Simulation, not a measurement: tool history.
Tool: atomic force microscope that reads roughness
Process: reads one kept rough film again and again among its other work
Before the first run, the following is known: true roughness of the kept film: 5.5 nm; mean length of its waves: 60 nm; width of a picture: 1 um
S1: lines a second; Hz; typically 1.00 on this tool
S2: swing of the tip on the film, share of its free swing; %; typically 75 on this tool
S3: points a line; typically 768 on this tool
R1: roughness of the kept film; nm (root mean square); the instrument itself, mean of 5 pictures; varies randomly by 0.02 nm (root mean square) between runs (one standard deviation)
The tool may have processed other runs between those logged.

run     day    S1  S2   S3     R1
  1   0.000  1.00  75  768  4.729
  2   1.504  1.00  75  768  4.661
  3   3.700  1.00  75  768  4.575
  4   5.683  1.00  75  768  4.501
  5   7.621  1.00  75  768  4.420
  6   8.704  0.64  75  768  4.484
      8.912  -- height scale calibrated on a step standard
      9.746  -- new tip fitted
  7  10.679  0.64  75  768  4.942
  8  11.904  1.00  75  651  4.820
  9  13.421  1.00  75  651  4.723
 10  15.283  1.09  84  966  4.475
 11  16.496  0.74  66  398  4.764
     17.846  -- height scale calibrated on a step standard, once more
 12  18.192  2.95  82  398  3.855
 13  19.908  2.92  68  297  4.273
 14  20.867  2.92  68  948  4.223
 15  21.938  2.92  68  948  4.203
 16  23.171  2.92  68  948  4.176

Each row is a separate what-if for the run after 16, all from the same tool condition, not one after another. Results?
  A  24.221  1.49  80  624   ?
  B  24.221  3.12  68  279   ?
  C  24.221  2.28  87  948   ?

run     R1
  A  4.140
  B  4.078
  C  3.681
With the hidden condition removed and each run's random variation left untouched, the same runs would have given:
run     R1
  A  4.734
  B  4.663
  C  4.209
